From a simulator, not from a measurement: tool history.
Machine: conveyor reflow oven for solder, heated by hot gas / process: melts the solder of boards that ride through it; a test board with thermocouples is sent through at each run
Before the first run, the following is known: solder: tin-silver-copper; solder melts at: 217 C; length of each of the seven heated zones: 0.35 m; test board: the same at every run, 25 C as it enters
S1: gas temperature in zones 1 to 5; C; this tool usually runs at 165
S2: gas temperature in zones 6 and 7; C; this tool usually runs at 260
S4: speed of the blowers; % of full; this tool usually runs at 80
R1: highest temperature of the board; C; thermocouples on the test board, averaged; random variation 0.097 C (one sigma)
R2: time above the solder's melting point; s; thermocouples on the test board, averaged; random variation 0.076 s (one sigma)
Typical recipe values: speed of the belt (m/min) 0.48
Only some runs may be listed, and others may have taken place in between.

{"run": 1, "hour": 0.0, "S1": 165, "S2": 260, "speed of the belt (m/min)": 0.48, "S4": 80, "R1": 248.32, "R2": 61.33}
{"run": 2, "hour": 23.5, "S1": 165, "S2": 260, "speed of the belt (m/min)": 0.48, "S4": 80, "R1": 248.19, "R2": 61.27}
{"run": 3, "hour": 39.8, "S1": 165, "S2": 260, "speed of the belt (m/min)": 0.48, "S4": 80, "R1": 248.02, "R2": 61.31}
{"run": 4, "hour": 66.4, "S1": 165, "S2": 260, "speed of the belt (m/min)": 0.48, "S4": 80, "R1": 247.94, "R2": 61.2}
{"run": 5, "hour": 80.6, "S1": 165, "S2": 260, "speed of the belt (m/min)": 0.48, "S4": 80, "R1": 247.8, "R2": 61.2}
{"hour": 92.7, "done": "flux residue cleaned out of gas plates and filters"}
{"run": 6, "hour": 99.4, "S1": 165, "S2": 260, "speed of the belt (m/min)": 0.387, "S4": 80, "R1": 252.04, "R2": 82.86}
{"run": 7, "hour": 119.9, "S1": 165, "S2": 260, "speed of the belt (m/min)": 0.48, "S4": 80, "R1": 247.42, "R2": 60.24}
{"run": 8, "hour": 140.7, "S1": 165, "S2": 260, "speed of the belt (m/min)": 0.48, "S4": 59, "R1": 244.68, "R2": 56.45}
{"run": 9, "hour": 156.3, "S1": 165, "S2": 260, "speed of the belt (m/min)": 0.48, "S4": 59, "R1": 244.59, "R2": 56.46}
{"run": 10, "hour": 172.2, "S1": 165, "S2": 260, "speed of the belt (m/min)": 0.445, "S4": 80, "R1": 249.08, "R2": 67.58}
{"run": 11, "hour": 198.9, "S1": 165, "S2": 260, "speed of the belt (m/min)": 0.445, "S4": 80, "R1": 248.87, "R2": 67.48}
{"hour": 212.5, "done": "thermocouples of zones 6 and 7 changed"}
{"hour": 229.1, "done": "flux residue cleaned out of gas plates and filters, once more"}
{"run": 12, "hour": 237.8, "S1": 165, "S2": 271, "speed of the belt (m/min)": 0.48, "S4": 80, "R1": 260.94, "R2": 71.07}
{"run": 13, "hour": 263.3, "S1": 165, "S2": 271, "speed of the belt (m/min)": 0.48, "S4": 80, "R1": 261.06, "R2": 70.98}
{"run": 14, "hour": 280.5, "S1": 175, "S2": 257, "speed of the belt (m/min)": 0.459, "S4": 71, "R1": 248.93, "R2": 69.75}
{"run": 15, "hour": 312.5, "S1": 175, "S2": 257, "speed of the belt (m/min)": 0.459, "S4": 71, "R1": 248.89, "R2": 69.7}
{"run": 16, "hour": 341.4, "S1": 175, "S2": 257, "speed of the belt (m/min)": 0.459, "S4": 71, "R1": 248.64, "R2": 69.67}
{"run": 17, "hour": 357.8, "S1": 165, "S2": 260, "speed of the belt (m/min)": 0.381, "S4": 80, "R1": 254.87, "R2": 88.17}

Run 18 has not been measured yet. What should we expect?
{"run": 18, "hour": 373.4, "S1": 165, "S2": 260, "speed of the belt (m/min)": 0.431, "S4": 80, "R1": "?", "R2": "?"}

{"run 18": {"R1": 252.65, "R2": 74.43}}
If the tool had no hidden condition, the same run with the same run-to-run variation would have returned R1 252.53 C, R2 73.73 s.

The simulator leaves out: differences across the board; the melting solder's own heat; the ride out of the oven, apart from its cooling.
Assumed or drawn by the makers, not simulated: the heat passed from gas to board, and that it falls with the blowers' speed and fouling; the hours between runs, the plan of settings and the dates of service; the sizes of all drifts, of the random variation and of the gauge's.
